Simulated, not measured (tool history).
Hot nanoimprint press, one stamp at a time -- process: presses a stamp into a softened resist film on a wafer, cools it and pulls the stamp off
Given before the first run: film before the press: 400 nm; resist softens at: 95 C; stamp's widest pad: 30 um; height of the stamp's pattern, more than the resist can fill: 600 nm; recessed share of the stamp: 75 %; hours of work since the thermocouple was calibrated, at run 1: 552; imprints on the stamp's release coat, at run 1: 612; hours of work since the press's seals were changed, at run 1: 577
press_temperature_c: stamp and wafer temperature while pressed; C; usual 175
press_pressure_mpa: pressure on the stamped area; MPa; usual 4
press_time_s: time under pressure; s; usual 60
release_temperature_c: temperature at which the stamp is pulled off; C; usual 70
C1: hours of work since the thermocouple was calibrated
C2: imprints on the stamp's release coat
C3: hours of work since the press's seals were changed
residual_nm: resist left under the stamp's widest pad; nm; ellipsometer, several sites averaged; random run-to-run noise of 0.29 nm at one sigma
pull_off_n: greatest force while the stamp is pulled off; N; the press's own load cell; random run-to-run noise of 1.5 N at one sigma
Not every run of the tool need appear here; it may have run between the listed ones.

Run 1, hour 0: usual settings; C1 552; C2 612; C3 577. Result: residual_nm 190.1 nm, pull_off_n 119 N.
Run 2, hour 18.6: usual settings but press_time_s 40 s; C1 560; C2 639; C3 585. Result: residual_nm 218.6 nm, pull_off_n 115 N.
At hour 34.2: plate thermocouple calibrated.
Run 3, hour 56.3: usual settings; C1 10; C2 690; C3 601. Result: residual_nm 188.5 nm, pull_off_n 120 N.
Run 4, hour 77.7: usual settings; C1 20; C2 721; C3 611. Result: residual_nm 188.1 nm, pull_off_n 120 N.
At hour 110.2: plate thermocouple calibrated, once more.
Run 5, hour 117.7: usual settings but press_pressure_mpa 4.33 MPa; C1 3; C2 775; C3 627. Result: residual_nm 189.7 nm, pull_off_n 124 N.
Run 6, hour 152.1: usual settings; C1 19; C2 825; C3 643. Result: residual_nm 195.6 nm, pull_off_n 124 N.
Run 7, hour 185.1: usual settings but press_time_s 43 s; C1 34; C2 873; C3 658. Result: residual_nm 219 nm, pull_off_n 125 N.
Run 8, hour 219.8: usual settings but press_time_s 43 s; C1 50; C2 923; C3 674. Result: residual_nm 219.1 nm, pull_off_n 126 N.
Run 9, hour 242.9: usual settings but press_time_s 43 s; C1 60; C2 957; C3 684. Result: residual_nm 219.1 nm, pull_off_n 130 N.
Run 10, hour 273.2: usual settings but press_time_s 43 s; C1 74; C2 1001; C3 698. Result: residual_nm 219.6 nm, pull_off_n 128 N.
Run 11, hour 304.2: usual settings but press_time_s 43 s; C1 88; C2 1046; C3 712. Result: residual_nm 219.4 nm, pull_off_n 128 N.
Run 12, hour 331.5: usual settings but press_time_s 43 s; C1 100; C2 1086; C3 724. Result: residual_nm 218.1 nm, pull_off_n 130 N.
Run 13, hour 369.7: usual settings but press_time_s 43 s; C1 118; C2 1141; C3 742. Result: residual_nm 218.5 nm, pull_off_n 131 N.
Run 14, hour 402.8: usual settings but press_pressure_mpa 2.75 MPa, release_temperature_c 75 C; C1 133; C2 1189; C3 757. Result: residual_nm 226.4 nm, pull_off_n 115 N.
Run 15, hour 433: usual settings but press_pressure_mpa 3.18 MPa; C1 146; C2 1233; C3 770. Result: residual_nm 213.4 nm, pull_off_n 132 N.
Run 16, hour 455.8: usual settings but press_pressure_mpa 3.18 MPa; C1 157; C2 1267; C3 781. Result: residual_nm 213.6 nm, pull_off_n 137 N.
Run 17, hour 493: usual settings but press_pressure_mpa 3.18 MPa; C1 173; C2 1321; C3 797. Result: residual_nm 213.7 nm, pull_off_n 136 N.
Run 18, hour 517.3: usual settings but press_pressure_mpa 3.18 MPa; C1 184; C2 1356; C3 808. Result: residual_nm 213.5 nm, pull_off_n 136 N.
Run 19, hour 552.9: usual settings but press_temperature_c 182 C, press_pressure_mpa 2.68 MPa, press_time_s 75 s; C1 200; C2 1408; C3 825. Result: residual_nm 160.7 nm, pull_off_n 138 N.
Run 20, hour 569.5: usual settings but press_temperature_c 182 C, press_pressure_mpa 2.68 MPa, press_time_s 75 s; C1 208; C2 1432; C3 832. Result: residual_nm 160.6 nm, pull_off_n 136 N.
Run 21, hour 607.7: usual settings but press_temperature_c 182 C, press_pressure_mpa 2.68 MPa, press_time_s 75 s; C1 225; C2 1488; C3 849. Result: residual_nm 161 nm, pull_off_n 136 N.
Run 22, hour 643.9: usual settings but press_temperature_c 168 C, press_pressure_mpa 2.56 MPa, press_time_s 36 s, release_temperature_c 77 C; C1 242; C2 1540; C3 866. Result: residual_nm 321.8 nm, pull_off_n 114 N.
Run 23, hour 662.3: usual settings but press_pressure_mpa 3.24 MPa; C1 250; C2 1567; C3 874. Result: residual_nm 210.7 nm, pull_off_n 141 N.

5 ways to go on from here, each from the tool as it stands after run 23. What would each give?
Run A, hour 682.5: usual settings but press_pressure_mpa 4.46 MPa; C1 259; C2 1596; C3 883. Result: residual_nm ?, pull_off_n ?.
Run B, hour 682.5: usual settings but press_temperature_c 177 C, press_pressure_mpa 2.82 MPa, press_time_s 31 s; C1 259; C2 1596; C3 883. Result: residual_nm ?, pull_off_n ?.
Run C, hour 682.5: usual settings but press_temperature_c 183 C, release_temperature_c 61 C; C1 259; C2 1596; C3 883. Result: residual_nm ?, pull_off_n ?.
Run D, hour 682.5: usual settings but press_temperature_c 177 C, press_pressure_mpa 2.63 MPa; C1 259; C2 1596; C3 883. Result: residual_nm ?, pull_off_n ?.
Run E, hour 682.5: usual settings but press_temperature_c 180 C, release_temperature_c 56 C; C1 259; C2 1596; C3 883. Result: residual_nm ?, pull_off_n ?.

run  residual_nm  pull_off_n
  A        184.2         142
  B          255         142
  C          139         174
  D        212.9         147
  E          157         194
What these runs would have given with no unlogged condition in the tool:
run  residual_nm  pull_off_n
  A        184.5         107
  B        256.3         106
  C        139.2         130
  D        214.3         111
  E        157.3         145
